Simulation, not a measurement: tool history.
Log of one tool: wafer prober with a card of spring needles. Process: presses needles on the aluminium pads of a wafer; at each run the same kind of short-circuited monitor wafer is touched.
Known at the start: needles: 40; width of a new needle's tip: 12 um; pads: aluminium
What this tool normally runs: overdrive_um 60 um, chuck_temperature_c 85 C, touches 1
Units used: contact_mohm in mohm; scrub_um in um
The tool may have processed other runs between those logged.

run 1 hour=0 | overdrive_um=60 chuck_temperature_c=85 touches=1 | contact_mohm=142 scrub_um=13.6
-- hour=2.8 tips cleaned on abrasive film
-- hour=6.4 tips cleaned on abrasive film
-- hour=10.1 tips cleaned on abrasive film
-- hour=14.3 tips cleaned on abrasive film
run 2 hour=14.3 | overdrive_um=60 chuck_temperature_c=85 touches=1 | contact_mohm=142 scrub_um=13.52
-- hour=18 tips cleaned on abrasive film
-- hour=22.4 tips cleaned on abrasive film
-- hour=26.1 tips cleaned on abrasive film
run 3 hour=29.5 | overdrive_um=60 chuck_temperature_c=85 touches=1 | contact_mohm=142 scrub_um=13.64
-- hour=30.5 tips cleaned on abrasive film
-- hour=34.9 tips cleaned on abrasive film
run 4 hour=38.1 | overdrive_um=60 chuck_temperature_c=108 touches=1 | contact_mohm=149 scrub_um=13.79
-- hour=39.1 tips cleaned on abrasive film
-- hour=42.7 tips cleaned on abrasive film
-- hour=43 height of the first contact set anew
-- hour=47.5 tips cleaned on abrasive film
-- hour=52 tips cleaned on abrasive film
-- hour=56.5 tips cleaned on abrasive film
run 5 hour=57.1 | overdrive_um=55 chuck_temperature_c=108 touches=1 | contact_mohm=148 scrub_um=12.36
-- hour=60.8 tips cleaned on abrasive film
-- hour=65.2 tips cleaned on abrasive film
run 6 hour=65.9 | overdrive_um=55 chuck_temperature_c=108 touches=1 | contact_mohm=148 scrub_um=12.61
-- hour=69.5 tips cleaned on abrasive film
-- hour=73.2 tips cleaned on abrasive film
-- hour=77.7 tips cleaned on abrasive film
-- hour=81.4 tips cleaned on abrasive film
run 7 hour=83.6 | overdrive_um=55 chuck_temperature_c=108 touches=1 | contact_mohm=145 scrub_um=12.59
-- hour=85.4 tips cleaned on abrasive film
-- hour=90 tips cleaned on abrasive film
-- hour=94.5 tips cleaned on abrasive film
-- hour=98.9 tips cleaned on abrasive film
run 8 hour=99.6 | overdrive_um=60 chuck_temperature_c=85 touches=2 | contact_mohm=142 scrub_um=13.82
-- hour=103.2 tips cleaned on abrasive film
-- hour=107.7 tips cleaned on abrasive film
-- hour=111.3 tips cleaned on abrasive film
run 9 hour=114 | overdrive_um=60 chuck_temperature_c=85 touches=2 | contact_mohm=142 scrub_um=13.86
-- hour=115.3 tips cleaned on abrasive film
-- hour=118.9 tips cleaned on abrasive film
-- hour=123.4 tips cleaned on abrasive film
-- hour=127.9 tips cleaned on abrasive film
-- hour=131.6 tips cleaned on abrasive film
run 10 hour=132.3 | overdrive_um=60 chuck_temperature_c=85 touches=1 | contact_mohm=141 scrub_um=13.68
-- hour=136 tips cleaned on abrasive film
-- hour=139.6 tips cleaned on abrasive film
-- hour=143.3 tips cleaned on abrasive film
run 11 hour=146.4 | overdrive_um=60 chuck_temperature_c=85 touches=1 | contact_mohm=145 scrub_um=13.91
-- hour=147.3 tips cleaned on abrasive film
-- hour=151.8 tips cleaned on abrasive film
-- hour=156.4 tips cleaned on abrasive film
-- hour=160.9 tips cleaned on abrasive film
-- hour=164.5 tips cleaned on abrasive film
run 12 hour=165.2 | overdrive_um=60 chuck_temperature_c=85 touches=1 | contact_mohm=144 scrub_um=13.87
-- hour=168.8 tips cleaned on abrasive film
-- hour=172.5 tips cleaned on abrasive film
-- hour=176.2 tips cleaned on abrasive film
run 13 hour=178.1 | overdrive_um=60 chuck_temperature_c=85 touches=1 | contact_mohm=143 scrub_um=13.7
-- hour=179.9 tips cleaned on abrasive film
-- hour=183.6 tips cleaned on abrasive film
-- hour=187.2 tips cleaned on abrasive film
-- hour=191.8 tips cleaned on abrasive film
-- hour=196.3 tips cleaned on abrasive film
run 14 hour=198 | overdrive_um=60 chuck_temperature_c=114 touches=3 | contact_mohm=150 scrub_um=14
-- hour=200.8 tips cleaned on abrasive film
-- hour=205.2 tips cleaned on abrasive film
-- hour=208.9 tips cleaned on abrasive film
-- hour=213.4 tips cleaned on abrasive film
run 15 hour=216.9 | overdrive_um=60 chuck_temperature_c=31 touches=2 | contact_mohm=134 scrub_um=13.78
-- hour=217.9 tips cleaned on abrasive film
-- hour=221.5 tips cleaned on abrasive film
-- hour=226 tips cleaned on abrasive film
run 16 hour=226 | overdrive_um=60 chuck_temperature_c=31 touches=2 | contact_mohm=134 scrub_um=13.87
-- hour=230.5 tips cleaned on abrasive film
-- hour=234.1 tips cleaned on abrasive film
-- hour=238.6 tips cleaned on abrasive film
run 17 hour=239.5 | overdrive_um=60 chuck_temperature_c=77 touches=2 | contact_mohm=143 scrub_um=13.83
-- hour=243.1 tips cleaned on abrasive film
-- hour=247.6 tips cleaned on abrasive film
-- hour=252.1 tips cleaned on abrasive film
run 18 hour=253.4 | overdrive_um=44 chuck_temperature_c=30 touches=1 | contact_mohm=137 scrub_um=10.21
-- hour=256.1 tips cleaned on abrasive film
-- hour=260.7 tips cleaned on abrasive film
-- hour=265.2 tips cleaned on abrasive film
-- hour=269.7 tips cleaned on abrasive film
run 19 hour=270.2 | overdrive_um=74 chuck_temperature_c=33 touches=3 | contact_mohm=132 scrub_um=17.38
-- hour=273.8 tips cleaned on abrasive film
-- hour=278.4 tips cleaned on abrasive film
run 20 hour=279.9 | overdrive_um=74 chuck_temperature_c=33 touches=3 | contact_mohm=133 scrub_um=17.24
-- hour=282.7 tips cleaned on abrasive film
-- hour=283.6 gauge calibrated
-- hour=286.4 tips cleaned on abrasive film
-- hour=290 tips cleaned on abrasive film
-- hour=293.7 tips cleaned on abrasive film
-- hour=297.3 tips cleaned on abrasive film
run 21 hour=299.9 | overdrive_um=41 chuck_temperature_c=33 touches=1 | contact_mohm=140 scrub_um=9.41
-- hour=301.8 tips cleaned on abrasive film
-- hour=306.3 tips cleaned on abrasive film
run 22 hour=308 | overdrive_um=77 chuck_temperature_c=29 touches=2 | contact_mohm=132 scrub_um=17.5
-- hour=310.7 tips cleaned on abrasive film
-- hour=314.4 tips cleaned on abrasive film
-- hour=318.9 tips cleaned on abrasive film
-- hour=322.5 tips cleaned on abrasive film
-- hour=326.3 tips cleaned on abrasive film
run 23 hour=326.3 | overdrive_um=69 chuck_temperature_c=44 touches=2 | contact_mohm=137 scrub_um=15.69
-- hour=330.8 tips cleaned on abrasive film
-- hour=334.4 tips cleaned on abrasive film
-- hour=338.1 tips cleaned on abrasive film
-- hour=338.4 height of the first contact set anew
-- hour=342.9 tips cleaned on abrasive film
run 24 hour=345.5 | overdrive_um=43 chuck_temperature_c=28 touches=3 | contact_mohm=139 scrub_um=9.82
-- hour=347.3 tips cleaned on abrasive film
-- hour=350.9 tips cleaned on abrasive film
-- hour=355.4 tips cleaned on abrasive film
-- hour=359.7 tips cleaned on abrasive film
run 25 hour=359.7 | overdrive_um=43 chuck_temperature_c=28 touches=3 | contact_mohm=136 scrub_um=9.75

3 ways to go on from here, each from the tool as it stands after run 25. What would each give?
-- hour=364.2 tips cleaned on abrasive film
-- hour=367.9 tips cleaned on abrasive film
-- hour=372.4 tips cleaned on abrasive film
run A hour=375.1 | overdrive_um=66 chuck_temperature_c=48 touches=3 | contact_mohm=? scrub_um=?
-- hour=364.2 tips cleaned on abrasive film
-- hour=367.9 tips cleaned on abrasive film
-- hour=372.4 tips cleaned on abrasive film
run B hour=375.1 | overdrive_um=68 chuck_temperature_c=85 touches=2 | contact_mohm=? scrub_um=?
-- hour=364.2 tips cleaned on abrasive film
-- hour=367.9 tips cleaned on abrasive film
-- hour=372.4 tips cleaned on abrasive film
run C hour=375.1 | overdrive_um=75 chuck_temperature_c=96 touches=3 | contact_mohm=? scrub_um=?

run=A contact_mohm=134 scrub_um=15.12
run=B contact_mohm=142 scrub_um=15.53
run=C contact_mohm=143 scrub_um=17.23
Without the tool's hidden state the same runs would have given:
run=A contact_mohm=134 scrub_um=14.99
run=B contact_mohm=142 scrub_um=15.39
run=C contact_mohm=143 scrub_um=17.07
